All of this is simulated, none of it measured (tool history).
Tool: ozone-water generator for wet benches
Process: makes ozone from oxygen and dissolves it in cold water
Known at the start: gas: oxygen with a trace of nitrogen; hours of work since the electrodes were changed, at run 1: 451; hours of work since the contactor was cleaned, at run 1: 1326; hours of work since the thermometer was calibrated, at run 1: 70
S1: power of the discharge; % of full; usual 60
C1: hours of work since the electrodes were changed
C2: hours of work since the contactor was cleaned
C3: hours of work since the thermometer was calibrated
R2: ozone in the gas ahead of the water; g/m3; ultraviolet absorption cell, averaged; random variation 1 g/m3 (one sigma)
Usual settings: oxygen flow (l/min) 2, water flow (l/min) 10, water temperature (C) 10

Run 1, hour 0: usual settings; C1 451; C2 1326; C3 70. Result: dissolved ozone (ppm) 20.7, R2 180.7 g/m3.
Run 2, hour 49.4: usual settings but oxygen flow (l/min) 1.17; C1 490; C2 1366; C3 109. Result: dissolved ozone (ppm) 16.4, R2 215.8 g/m3.
Run 3, hour 159: usual settings but oxygen flow (l/min) 1.17; C1 578; C2 1453; C3 197. Result: dissolved ozone (ppm) 16.1, R2 216.8 g/m3.
Run 4, hour 256.8: usual settings; C1 656; C2 1531; C3 275. Result: dissolved ozone (ppm) 20.4, R2 181.5 g/m3.
Run 5, hour 332.1: usual settings but oxygen flow (l/min) 1.46; C1 716; C2 1591; C3 335. Result: dissolved ozone (ppm) 18.2, R2 200.6 g/m3.
Run 6, hour 394.8: usual settings but oxygen flow (l/min) 1.46; C1 766; C2 1641; C3 385. Result: dissolved ozone (ppm) 18, R2 202.4 g/m3.
Run 7, hour 442.4: usual settings; C1 804; C2 1679; C3 423. Result: dissolved ozone (ppm) 20.6, R2 182.1 g/m3.
Run 8, hour 527.9: usual settings; C1 872; C2 1748; C3 491. Result: dissolved ozone (ppm) 20.3, R2 181.9 g/m3.
Run 9, hour 610: usual settings; C1 938; C2 1813; C3 557. Result: dissolved ozone (ppm) 20.4, R2 183.4 g/m3.
Run 10, hour 674.5: usual settings; C1 989; C2 1865; C3 608. Result: dissolved ozone (ppm) 20.3, R2 184.1 g/m3.
Run 11, hour 779.3: usual settings but S1 43 % of full, water flow (l/min) 8; C1 1073; C2 1949; C3 692. Result: dissolved ozone (ppm) 20.5, R2 152.5 g/m3.
Run 12, hour 852: usual settings but S1 93 % of full, oxygen flow (l/min) 2.03, water flow (l/min) 7, water temperature (C) 7; C1 1131; C2 2007; C3 750. Result: dissolved ozone (ppm) 34.9, R2 230.1 g/m3.
Run 13, hour 951.8: usual settings but water temperature (C) 12; C1 1211; C2 2086; C3 830. Result: dissolved ozone (ppm) 19.9, R2 185.9 g/m3.
Run 14, hour 1006.7: usual settings but S1 46 % of full, oxygen flow (l/min) 2.65, water flow (l/min) 8, water temperature (C) 12; C1 1255; C2 2130; C3 874. Result: dissolved ozone (ppm) 22.3, R2 145.1 g/m3.
Run 15, hour 1094.3: usual settings but S1 67 % of full, oxygen flow (l/min) 1.41; C1 1325; C2 2200; C3 944. Result: dissolved ozone (ppm) 18.7, R2 216.4 g/m3.
Run 16, hour 1189.9: usual settings but S1 67 % of full, oxygen flow (l/min) 1.41, water flow (l/min) 11, water temperature (C) 16; C1 1401; C2 2277; C3 1020. Result: dissolved ozone (ppm) 16.4, R2 217.5 g/m3.

3 ways to go on from here, each from the tool as it stands after run 16. What would each give?
Run A, hour 1295.8: usual settings but S1 47 % of full, oxygen flow (l/min) 1.41, water flow (l/min) 15, water temperature (C) 16; C1 1486; C2 2361; C3 1105. Result: dissolved ozone (ppm) ?, R2 ?.
Run B, hour 1295.8: usual settings but oxygen flow (l/min) 1.51; C1 1486; C2 2361; C3 1105. Result: dissolved ozone (ppm) ?, R2 ?.
Run C, hour 1295.8: usual settings but oxygen flow (l/min) 1.64, water flow (l/min) 8; C1 1486; C2 2361; C3 1105. Result: dissolved ozone (ppm) ?, R2 ?.

run  dissolved ozone (ppm)     R2
  A                   10.2  180.1
  B                   18.2  200.7
  C                   23.2  196.2
Without the tool's hidden state the same runs would have given:
run  dissolved ozone (ppm)     R2
  A                   10.2  178.2
  B                   18.2  198.6
  C                   23.2  194.1
